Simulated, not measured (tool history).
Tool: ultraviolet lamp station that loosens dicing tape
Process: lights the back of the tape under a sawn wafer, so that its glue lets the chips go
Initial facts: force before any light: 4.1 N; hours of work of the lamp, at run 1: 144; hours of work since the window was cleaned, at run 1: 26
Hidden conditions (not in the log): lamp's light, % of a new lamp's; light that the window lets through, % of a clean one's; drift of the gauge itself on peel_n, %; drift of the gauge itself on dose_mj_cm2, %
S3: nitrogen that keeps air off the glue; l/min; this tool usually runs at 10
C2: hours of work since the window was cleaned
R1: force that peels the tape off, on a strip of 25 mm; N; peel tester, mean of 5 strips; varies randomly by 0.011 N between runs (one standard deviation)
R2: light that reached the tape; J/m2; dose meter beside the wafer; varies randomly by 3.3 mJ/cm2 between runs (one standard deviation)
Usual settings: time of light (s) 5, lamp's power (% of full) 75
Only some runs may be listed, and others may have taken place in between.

Run 1, hour 0.0: usual settings; hours of work of the lamp 144; C2 26. Result: R1 0.507 N, R2 4940 J/m2.
Run 2, hour 9.4: usual settings; hours of work of the lamp 151; C2 33. Result: R1 0.502 N, R2 4910 J/m2.
Run 3, hour 17.6: usual settings; hours of work of the lamp 156; C2 38. Result: R1 0.512 N, R2 4920 J/m2.
Run 4, hour 26.2: usual settings but time of light (s) 2; hours of work of the lamp 162; C2 44. Result: R1 1.618 N, R2 1950 J/m2.
Run 5, hour 32.8: usual settings but lamp's power (% of full) 61; hours of work of the lamp 166; C2 48. Result: R1 0.702 N, R2 3970 J/m2.
Run 6, hour 40.2: usual settings; hours of work of the lamp 171; C2 53. Result: R1 0.520 N, R2 4940 J/m2.
Run 7, hour 47.7: usual settings; hours of work of the lamp 176; C2 58. Result: R1 0.536 N, R2 4880 J/m2.
Run 8, hour 53.7: usual settings but lamp's power (% of full) 80; hours of work of the lamp 180; C2 62. Result: R1 0.472 N, R2 5200 J/m2.
Run 9, hour 58.6: usual settings but lamp's power (% of full) 80; hours of work of the lamp 184; C2 66. Result: R1 0.475 N, R2 5180 J/m2.
Run 10, hour 67.6: usual settings but S3 16 l/min; hours of work of the lamp 190; C2 72. Result: R1 0.452 N, R2 4810 J/m2.
Run 11, hour 71.7: usual settings but S3 16 l/min; hours of work of the lamp 192; C2 74. Result: R1 0.459 N, R2 4820 J/m2.
Run 12, hour 79.9: usual settings but S3 16 l/min; hours of work of the lamp 198; C2 80. Result: R1 0.464 N, R2 4820 J/m2.
Run 13, hour 86.8: usual settings but S3 16 l/min; hours of work of the lamp 203; C2 85. Result: R1 0.471 N, R2 4790 J/m2.
Run 14, hour 94.1: usual settings but S3 16 l/min; hours of work of the lamp 208; C2 90. Result: R1 0.481 N, R2 4750 J/m2.
Run 15, hour 100.3: usual settings; hours of work of the lamp 212; C2 94. Result: R1 0.527 N, R2 4790 J/m2.
Run 16, hour 107.8: usual settings; hours of work of the lamp 217; C2 99. Result: R1 0.555 N, R2 4810 J/m2.
Run 17, hour 115.4: usual settings; hours of work of the lamp 222; C2 104. Result: R1 0.537 N, R2 4730 J/m2.
Run 18, hour 119.7: usual settings; hours of work of the lamp 225; C2 107. Result: R1 0.550 N, R2 4800 J/m2.
Run 19, hour 128.1: usual settings but time of light (s) 9, lamp's power (% of full) 68, S3 7 l/min; hours of work of the lamp 230; C2 112. Result: R1 0.311 N, R2 7760 J/m2.
Run 20, hour 132.5: usual settings but time of light (s) 9, lamp's power (% of full) 68, S3 7 l/min; hours of work of the lamp 233; C2 115. Result: R1 0.311 N, R2 7790 J/m2.
Run 21, hour 138.2: usual settings but time of light (s) 9, lamp's power (% of full) 68, S3 7 l/min; hours of work of the lamp 237; C2 119. Result: R1 0.313 N, R2 7700 J/m2.
Run 22, hour 142.3: usual settings but time of light (s) 9, lamp's power (% of full) 68, S3 7 l/min; hours of work of the lamp 240; C2 122. Result: R1 0.307 N, R2 7750 J/m2.
Run 23, hour 149.0: usual settings but time of light (s) 2, lamp's power (% of full) 64, S3 9 l/min; hours of work of the lamp 244; C2 126. Result: R1 1.892 N, R2 1610 J/m2.
Run 24, hour 154.7: usual settings but time of light (s) 2, lamp's power (% of full) 64, S3 9 l/min; hours of work of the lamp 248; C2 130. Result: R1 1.998 N, R2 1600 J/m2.
Run 25, hour 161.2: usual settings but time of light (s) 2, lamp's power (% of full) 64, S3 9 l/min; hours of work of the lamp 253; C2 135. Result: R1 1.854 N, R2 1610 J/m2.
Run 26, hour 169.6: usual settings but time of light (s) 2, lamp's power (% of full) 64, S3 9 l/min; hours of work of the lamp 258; C2 140. Result: R1 1.947 N, R2 1610 J/m2.
Run 27, hour 173.9: usual settings but time of light (s) 9, lamp's power (% of full) 64, S3 17 l/min; hours of work of the lamp 261; C2 143. Result: R1 0.265 N, R2 7170 J/m2.
Run 28, hour 178.9: usual settings but lamp's power (% of full) 63, S3 5 l/min; hours of work of the lamp 265; C2 147. Result: R1 0.913 N, R2 3920 J/m2.
Run 29, hour 185.2: usual settings but time of light (s) 9, lamp's power (% of full) 77, S3 18 l/min; hours of work of the lamp 269; C2 151. Result: R1 0.243 N, R2 8540 J/m2.
Run 30, hour 191.5: usual settings; hours of work of the lamp 273; C2 155. Result: R1 0.569 N, R2 4670 J/m2.
Run 31, hour 198.6: usual settings but time of light (s) 3; hours of work of the lamp 278; C2 160. Result: R1 1.122 N, R2 2790 J/m2.
Run 32, hour 203.0: usual settings but time of light (s) 7, lamp's power (% of full) 99, S3 19 l/min; hours of work of the lamp 281; C2 163. Result: R1 0.242 N, R2 8490 J/m2.
Run 33, hour 209.0: usual settings but time of light (s) 7, lamp's power (% of full) 99, S3 19 l/min; hours of work of the lamp 285; C2 167. Result: R1 0.244 N, R2 8560 J/m2.
Run 34, hour 213.8: usual settings but time of light (s) 7, lamp's power (% of full) 99, S3 19 l/min; hours of work of the lamp 288; C2 170. Result: R1 0.234 N, R2 8420 J/m2.
Run 35, hour 222.4: usual settings but time of light (s) 9; hours of work of the lamp 294; C2 176. Result: R1 0.270 N, R2 8270 J/m2.
Run 36, hour 228.9: usual settings but time of light (s) 4, lamp's power (% of full) 60; hours of work of the lamp 298; C2 180. Result: R1 1.042 N, R2 2930 J/m2.

For some of the steps in R1 from one run to the next: how much would appear even if the tool had no hidden state, given the settings, what came in and random variation, and how much remains for the hidden state plus any gauge scatter that the measured result and the result without hidden state don't share?
Run 3 -> 4: time of light (s) 5 -> 2. R1 +1.106 N: hidden state +0.049, all else +1.057.
Run 22 -> 23: time of light (s) 9 -> 2, lamp's power (% of full) 68 -> 64, S3 7 -> 9. R1 +1.585 N: hidden state +0.121, all else +1.464.
Run 26 -> 27: time of light (s) 2 -> 9, S3 9 -> 17. R1 -1.682 N: hidden state -0.143, all else -1.539.
Run 31 -> 32: time of light (s) 3 -> 7, lamp's power (% of full) 75 -> 99, S3 10 -> 19. R1 -0.880 N: hidden state -0.152, all else -0.728.
Run 35 -> 36: time of light (s) 9 -> 4, lamp's power (% of full) 75 -> 60. R1 +0.772 N: hidden state +0.147, all else +0.625.

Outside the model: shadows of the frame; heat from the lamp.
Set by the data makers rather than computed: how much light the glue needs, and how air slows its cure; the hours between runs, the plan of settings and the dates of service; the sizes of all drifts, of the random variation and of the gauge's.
